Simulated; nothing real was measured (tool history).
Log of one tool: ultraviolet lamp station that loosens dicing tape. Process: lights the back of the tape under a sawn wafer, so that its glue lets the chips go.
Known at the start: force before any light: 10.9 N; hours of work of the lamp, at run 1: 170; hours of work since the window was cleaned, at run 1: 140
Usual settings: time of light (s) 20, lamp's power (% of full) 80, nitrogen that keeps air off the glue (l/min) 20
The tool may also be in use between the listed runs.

run	day	time of light (s)	lamp's power (% of full)	nitrogen that keeps air off the glue (l/min)	hours of work of the lamp	hours of work since the window was cleaned	force that peels the tape off (N)	light that reached the tape (J/m2)
1	0.000	20	80	20	170	140	0.701	3890
2	0.371	20	80	31	176	146	0.544	3830
3	0.933	20	80	31	185	156	0.557	3810
4	1.329	20	80	31	192	162	0.553	3780
5	1.967	20	80	31	203	173	0.598	3710
6	2.233	20	80	31	207	177	0.586	3780
7	2.621	20	80	31	214	184	0.595	3720
8	2.996	20	80	31	220	190	0.629	3710
9	3.442	20	80	20	227	198	0.810	3700
10	3.912	20	80	20	235	205	0.824	3640
11	4.242	20	66	20	241	211	1.321	2990
12	4.575	20	66	20	246	217	1.253	3000
13	5.075	20	80	20	255	225	0.859	3530
14	5.504	20	81	20	262	232	0.851	3580
15	5.833	20	81	20	267	238	0.884	3620
16	6.100	20	81	20	272	242	0.853	3560
17	6.517	20	80	18	279	249	0.964	3520
18	6.833	20	80	18	284	254	0.981	3490
19	7.242	20	80	18	291	261	0.986	3490
20	7.638	20	80	16	298	268	1.071	3440
# day 7.779: window cleaned of glue's vapour
21	7.962	20	80	16	303	3	0.785	3990
22	8.458	12	80	16	311	11	2.130	2330
23	8.883	24	75	11	318	19	0.783	4410

Forecast run 24:
24	9.158	19	93	16	323	23	?	?

force that peels the tape off (N): 0.655
light that reached the tape (J/m2): 4270
Without the tool's hidden state the same run would have given force that peels the tape off (N) 0.442, light that reached the tape (J/m2) 4980.

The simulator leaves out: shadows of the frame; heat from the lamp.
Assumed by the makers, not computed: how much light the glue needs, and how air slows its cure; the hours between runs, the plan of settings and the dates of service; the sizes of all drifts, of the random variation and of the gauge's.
